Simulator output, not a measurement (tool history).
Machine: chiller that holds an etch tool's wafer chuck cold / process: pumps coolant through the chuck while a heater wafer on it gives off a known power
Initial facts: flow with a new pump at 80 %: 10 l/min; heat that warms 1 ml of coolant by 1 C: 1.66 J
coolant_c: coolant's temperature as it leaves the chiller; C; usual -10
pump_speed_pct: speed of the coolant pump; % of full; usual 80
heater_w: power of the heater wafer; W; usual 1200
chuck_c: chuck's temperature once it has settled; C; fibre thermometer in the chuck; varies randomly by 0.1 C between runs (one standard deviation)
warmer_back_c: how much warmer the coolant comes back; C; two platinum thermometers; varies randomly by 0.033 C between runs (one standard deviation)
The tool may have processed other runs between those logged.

run   hour  coolant_c  pump_speed_pct  heater_w  chuck_c  warmer_back_c
  1    0.0        -10              80      1200     -0.5           4.40
  2   43.7        -10              80      1200     -0.7           4.44
  3   69.3        -10              80      1200     -0.8           4.41
  4   91.2        -10              80      1200     -0.7           4.44
  5  118.2        -17              80      1200     -7.5           4.50
  6  139.3        -16              80      1200     -6.5           4.45
  7  178.9        -16              80      1200     -6.7           4.51
  8  207.7        -10              80      1200     -0.6           4.47
  9  240.0        -10              80      1200     -0.8           4.40
 10  281.8        -10              80      1200     -0.6           4.48
 11  306.1        -10              80      1200     -0.5           4.44
 12  335.4        -12              72      1624      2.2           6.72
 13  381.8         -9              80       619     -4.3           2.26
 14  424.5         -9              85      1122     -0.5           3.90
 15  454.0         -9              65      1122      1.9           5.09
 16  485.6         -6              98      1531      4.2           4.70
 17  525.6         -6              64       956      3.3           4.49
 18  557.8        -15             100      1158     -7.5           3.49
 19  587.1        -15             100      1158     -7.4           3.47
 20  613.4        -10              75       877     -2.8           3.46
 21  650.6        -15              70       865     -7.3           3.68
 22  698.1        -15              70       865     -7.2           3.74

Selected run-to-run steps in chuck_c, each split into two signed amounts: the part the tool would show with no hidden state at all (from settings, incoming material and random variation), and the remainder, which goes to the hidden state together with any gauge scatter not common to the measured and the hidden-state-free results:
What the log doesn't record here: heat passed by the chuck's channels, % of clean ones'; flow at a given pump speed, % of a new pump's; coolant's true temperature over the reading, C; drift of the gauge itself on chuck_c, C; drift of the gauge itself on warmer_back_c, C.
Run 4 -> 5: coolant_c -10 -> -17. chuck_c -6.8 C: hidden state -0.1, all else -6.7.
Run 11 -> 12: coolant_c -10 -> -12, pump_speed_pct 80 -> 72, heater_w 1200 -> 1624. chuck_c +2.7 C: hidden state +0.3, all else +2.4.
Run 12 -> 13: coolant_c -12 -> -9, pump_speed_pct 72 -> 80, heater_w 1624 -> 619. chuck_c -6.5 C: hidden state -0.5, all else -6.0.
Run 17 -> 18: coolant_c -6 -> -15, pump_speed_pct 64 -> 100, heater_w 956 -> 1158. chuck_c -10.8 C: hidden state -0.1, all else -10.7.
